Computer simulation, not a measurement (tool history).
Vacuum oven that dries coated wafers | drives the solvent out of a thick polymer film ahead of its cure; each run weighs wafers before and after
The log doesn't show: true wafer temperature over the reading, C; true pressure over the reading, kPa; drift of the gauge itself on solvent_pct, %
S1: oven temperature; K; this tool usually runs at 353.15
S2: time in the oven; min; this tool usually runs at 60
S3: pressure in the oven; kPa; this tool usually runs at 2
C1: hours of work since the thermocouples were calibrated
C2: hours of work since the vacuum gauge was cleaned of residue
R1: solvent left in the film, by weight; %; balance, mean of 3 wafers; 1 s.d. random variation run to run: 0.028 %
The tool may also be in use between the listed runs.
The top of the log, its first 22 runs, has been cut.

{"run": 23, "hour": 2133.4, "S1": 364.15, "S2": 35, "S3": 3.68, "C1": 963, "C2": 214, "R1": 5.75}
{"run": 24, "hour": 2237.2, "S1": 364.15, "S2": 35, "S3": 3.68, "C1": 1007, "C2": 258, "R1": 5.67}
{"run": 25, "hour": 2328.1, "S1": 364.15, "S2": 35, "S3": 3.68, "C1": 1045, "C2": 296, "R1": 5.72}
{"run": 26, "hour": 2398.7, "S1": 364.15, "S2": 48, "S3": 3.96, "C1": 1075, "C2": 326, "R1": 4.2}
{"hour": 2434.4, "done": "vacuum gauge cleaned of residue and calibrated, once more"}
{"run": 27, "hour": 2507.1, "S1": 353.15, "S2": 41, "S3": 5.16, "C1": 1120, "C2": 31, "R1": 8.05}
{"run": 28, "hour": 2596.1, "S1": 353.15, "S2": 31, "S3": 1.28, "C1": 1158, "C2": 68, "R1": 8.43}
{"run": 29, "hour": 2664.6, "S1": 353.15, "S2": 31, "S3": 1.28, "C1": 1187, "C2": 97, "R1": 8.46}
{"run": 30, "hour": 2720.3, "S1": 346.15, "S2": 59, "S3": 1.28, "C1": 1210, "C2": 121, "R1": 6.82}
{"run": 31, "hour": 2827.5, "S1": 338.15, "S2": 57, "S3": 3.58, "C1": 1256, "C2": 166, "R1": 10.16}
{"run": 32, "hour": 2921.0, "S1": 339.15, "S2": 69, "S3": 6.49, "C1": 1295, "C2": 206, "R1": 10.27}
{"run": 33, "hour": 3021.6, "S1": 366.15, "S2": 60, "S3": 4.61, "C1": 1338, "C2": 248, "R1": 2.89}
{"run": 34, "hour": 3076.8, "S1": 363.15, "S2": 43, "S3": 4.94, "C1": 1361, "C2": 272, "R1": 5.12}
{"run": 35, "hour": 3145.5, "S1": 363.15, "S2": 43, "S3": 4.94, "C1": 1390, "C2": 301, "R1": 5.13}
{"run": 36, "hour": 3269.5, "S1": 363.15, "S2": 43, "S3": 4.94, "C1": 1443, "C2": 353, "R1": 5.06}
{"hour": 3379.8, "done": "oven's thermocouples calibrated"}
{"run": 37, "hour": 3391.2, "S1": 353.15, "S2": 50, "S3": 2, "C1": 5, "C2": 404, "R1": 5.9}
{"run": 38, "hour": 3445.4, "S1": 360.15, "S2": 93, "S3": 2, "C1": 28, "C2": 427, "R1": 1.69}
{"run": 39, "hour": 3567.0, "S1": 360.15, "S2": 93, "S3": 2, "C1": 79, "C2": 478, "R1": 1.69}

What if the next run were any one of these 5? Each begins from the tool's condition after run 39:
{"run": "A", "hour": 3631.2, "S1": 362.15, "S2": 93, "S3": 2, "C1": 106, "C2": 505, "R1": "?"}
{"run": "B", "hour": 3631.2, "S1": 344.15, "S2": 60, "S3": 2, "C1": 106, "C2": 505, "R1": "?"}
{"run": "C", "hour": 3631.2, "S1": 342.15, "S2": 38, "S3": 3.87, "C1": 106, "C2": 505, "R1": "?"}
{"run": "D", "hour": 3631.2, "S1": 339.15, "S2": 60, "S3": 1.28, "C1": 106, "C2": 505, "R1": "?"}
{"run": "E", "hour": 3631.2, "S1": 352.15, "S2": 93, "S3": 7.81, "C1": 106, "C2": 505, "R1": "?"}

run=A R1=1.46
run=B R1=7.41
run=C R1=10.74
run=D R1=8.44
run=E R1=5.28
What these runs would have given with no unlogged condition in the tool:
run=A R1=1.39
run=B R1=7.29
run=C R1=10.63
run=D R1=8.31
run=E R1=5.16
